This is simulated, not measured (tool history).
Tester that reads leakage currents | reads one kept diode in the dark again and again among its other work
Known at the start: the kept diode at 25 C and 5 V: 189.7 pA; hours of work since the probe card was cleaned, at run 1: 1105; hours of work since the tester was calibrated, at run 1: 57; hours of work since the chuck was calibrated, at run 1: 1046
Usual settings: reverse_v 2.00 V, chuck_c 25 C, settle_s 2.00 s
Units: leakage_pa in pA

| run | day | reverse_v | chuck_c | settle_s | hours of work since the probe card was cleaned | hours of work since the tester was calibrated | hours of work since the chuck was calibrated | leakage_pa |
|---|---|---|---|---|---|---|---|---|
| 1 | 0.000 | 2.00 | 25 | 2.00 | 1105 | 57 | 1046 | 122.98 |
| 2 | 1.279 | 2.00 | 25 | 2.00 | 1118 | 70 | 1059 | 122.58 |
| 3 | 3.042 | 2.00 | 25 | 2.00 | 1136 | 88 | 1077 | 122.23 |
| 4 | 4.225 | 2.00 | 28 | 2.00 | 1149 | 101 | 1090 | 155.03 |
| 5 | 5.533 | 2.00 | 48 | 2.00 | 1162 | 114 | 1103 | 690.88 |
| 6 | 6.454 | 1.12 | 48 | 2.00 | 1172 | 124 | 1113 | 564.54 |
| 7 | 8.383 | 1.12 | 48 | 2.00 | 1192 | 144 | 1133 | 565.60 |
| 8 | 9.221 | 1.12 | 48 | 2.00 | 1200 | 152 | 1141 | 561.03 |
| 9 | 11.171 | 1.12 | 48 | 2.00 | 1220 | 172 | 1161 | 562.00 |
| 10 | 12.825 | 1.12 | 48 | 2.00 | 1237 | 189 | 1178 | 562.50 |
| 11 | 14.804 | 2.00 | 25 | 2.00 | 1258 | 210 | 1199 | 120.61 |
| 12 | 15.775 | 2.00 | 25 | 2.00 | 1268 | 220 | 1209 | 120.02 |
| 13 | 17.054 | 2.00 | 24 | 2.00 | 1281 | 233 | 1222 | 111.25 |
| 14 | 17.892 | 3.41 | 25 | 2.00 | 1290 | 242 | 1231 | 144.46 |
|  | 18.412 | chuck's temperature calibrated |
| 15 | 19.754 | 2.00 | 25 | 2.00 | 1308 | 260 | 14 | 139.99 |
| 16 | 21.688 | 2.00 | 25 | 2.00 | 1328 | 280 | 34 | 139.17 |
| 17 | 23.421 | 2.00 | 25 | 2.00 | 1346 | 298 | 52 | 138.43 |
| 18 | 24.246 | 2.00 | 25 | 2.00 | 1355 | 307 | 60 | 139.60 |
| 19 | 25.462 | 2.00 | 25 | 5.21 | 1367 | 319 | 73 | 138.99 |
| 20 | 26.833 | 2.00 | 25 | 2.00 | 1381 | 333 | 87 | 138.92 |
| 21 | 28.279 | 2.00 | 25 | 2.00 | 1396 | 348 | 102 | 138.69 |
| 22 | 29.671 | 2.20 | 38 | 2.46 | 1411 | 363 | 116 | 387.06 |
| 23 | 31.625 | 5.80 | 25 | 2.46 | 1431 | 383 | 136 | 197.33 |
| 24 | 32.638 | 5.80 | 25 | 2.46 | 1441 | 393 | 147 | 197.63 |
| 25 | 34.383 | 16.83 | 54 | 2.00 | 1459 | 411 | 165 | 2329.27 |
| 26 | 36.354 | 2.93 | 54 | 2.00 | 1480 | 432 | 185 | 1300.82 |
| 27 | 37.375 | 2.93 | 30 | 1.12 | 1490 | 442 | 196 | 231.45 |
| 28 | 38.858 | 13.98 | 21 | 1.12 | 1505 | 457 | 211 | 192.92 |
| 29 | 40.100 | 2.52 | 29 | 3.89 | 1518 | 470 | 224 | 201.16 |
| 30 | 41.175 | 2.80 | 22 | 4.44 | 1529 | 481 | 235 | 119.62 |
| 31 | 42.042 | 9.02 | 41 | 4.44 | 1538 | 490 | 244 | 760.28 |
| 32 | 43.821 | 9.02 | 54 | 2.64 | 1557 | 509 | 262 | 1871.56 |
| 33 | 45.012 | 9.02 | 54 | 2.64 | 1569 | 521 | 275 | 1867.66 |
| 34 | 45.883 | 9.02 | 54 | 2.64 | 1578 | 530 | 284 | 1867.16 |
| 35 | 46.958 | 1.22 | 22 | 3.23 | 1589 | 541 | 295 | 89.91 |
| 36 | 48.538 | 1.22 | 22 | 3.23 | 1605 | 557 | 311 | 89.57 |
| 37 | 50.067 | 2.95 | 28 | 3.23 | 1621 | 573 | 327 | 195.20 |
| 38 | 51.821 | 7.84 | 34 | 2.02 | 1639 | 591 | 345 | 430.66 |
| 39 | 53.746 | 7.84 | 34 | 2.02 | 1659 | 611 | 365 | 425.69 |

Forecast each of these 3 alternatives for the next run:
| A | 54.875 | 10.60 | 34 | 2.02 | 1671 | 623 | 377 | ? |
| B | 54.875 | 14.25 | 36 | 3.26 | 1671 | 623 | 377 | ? |
| C | 54.875 | 9.73 | 34 | 2.02 | 1671 | 623 | 377 | ? |

| run | leakage_pa |
|---|---|
| A | 472.73 |
| B | 608.44 |
| C | 455.88 |
Without the tool's hidden state the same runs would have given:
| run | leakage_pa |
|---|---|
| A | 491.47 |
| B | 631.88 |
| C | 474.22 |
